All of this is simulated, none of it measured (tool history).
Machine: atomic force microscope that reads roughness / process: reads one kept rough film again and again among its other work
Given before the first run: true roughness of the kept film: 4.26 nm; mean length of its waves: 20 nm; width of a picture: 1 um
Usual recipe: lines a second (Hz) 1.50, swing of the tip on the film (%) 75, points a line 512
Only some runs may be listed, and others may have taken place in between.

run,hour,lines a second (Hz),swing of the tip on the film (%),points a line,roughness of the kept film (nm (root mean square))
1,0.0,1.50,75,512,2.520
2,47.5,1.50,62,512,2.442
3,85.9,1.50,62,512,2.341
4,139.5,1.50,65,512,2.224
# hour 155.7: new tip fitted
5,179.1,1.50,65,512,3.055
# hour 200.2: height scale calibrated on a step standard
6,219.1,1.76,65,512,2.824
7,271.8,1.76,65,512,2.635
8,336.7,1.50,64,512,2.478
9,372.7,1.50,64,512,2.377
10,406.3,1.50,64,512,2.270
11,442.0,1.50,84,512,2.041
# hour 466.3: new tip fitted
12,497.3,1.50,67,512,3.017
13,530.7,1.50,67,512,2.840
14,578.1,1.50,62,512,2.699
15,604.3,1.50,74,512,2.541
16,666.9,1.50,74,512,2.366
17,701.3,1.50,75,543,2.261
18,745.5,1.52,75,512,2.153
# hour 774.6: new tip fitted
19,804.8,1.52,75,512,2.892
20,860.4,1.52,75,512,2.676
21,910.9,1.52,75,512,2.544
22,948.9,1.50,66,512,2.465
23,976.4,1.50,55,512,2.444
24,1036.1,1.50,55,512,2.295
# hour 1083.2: new tip fitted
25,1088.1,2.11,79,621,2.863
26,1125.0,1.82,68,435,2.882
27,1153.4,2.13,75,539,2.663
28,1198.6,0.54,66,313,2.685
29,1249.6,0.93,75,864,2.511
30,1303.1,3.06,78,307,2.077
31,1359.7,1.50,75,292,2.134
# hour 1391.1: new tip fitted
32,1411.6,1.50,75,292,2.877
33,1466.7,2.16,83,292,2.523
34,1503.6,3.70,82,357,2.240
35,1545.8,1.50,75,461,2.487
36,1587.5,1.43,86,265,2.228
37,1636.6,3.17,72,512,2.155
38,1690.7,3.17,72,512,2.037
# hour 1698.9: new tip fitted
39,1744.1,2.71,72,389,2.784
40,1800.2,2.71,72,389,2.569
41,1833.5,3.56,69,382,2.448
42,1862.5,3.56,69,382,2.351
43,1899.2,3.56,69,382,2.237
44,1949.4,2.15,69,382,2.226

4 ways to go on from here, each from the tool as it stands after run 44. What would each give?
A,1996.5,2.56,69,382,?
B,1996.5,1.50,59,312,?
C,1996.5,1.50,75,577,?
D,1996.5,3.40,62,563,?

run,roughness of the kept film (nm (root mean square))
A,2.114
B,2.179
C,2.162
D,2.154
Without the tool's unlogged condition, the same runs would have read:
run,roughness of the kept film (nm (root mean square))
A,2.997
B,3.092
C,3.063
D,3.053

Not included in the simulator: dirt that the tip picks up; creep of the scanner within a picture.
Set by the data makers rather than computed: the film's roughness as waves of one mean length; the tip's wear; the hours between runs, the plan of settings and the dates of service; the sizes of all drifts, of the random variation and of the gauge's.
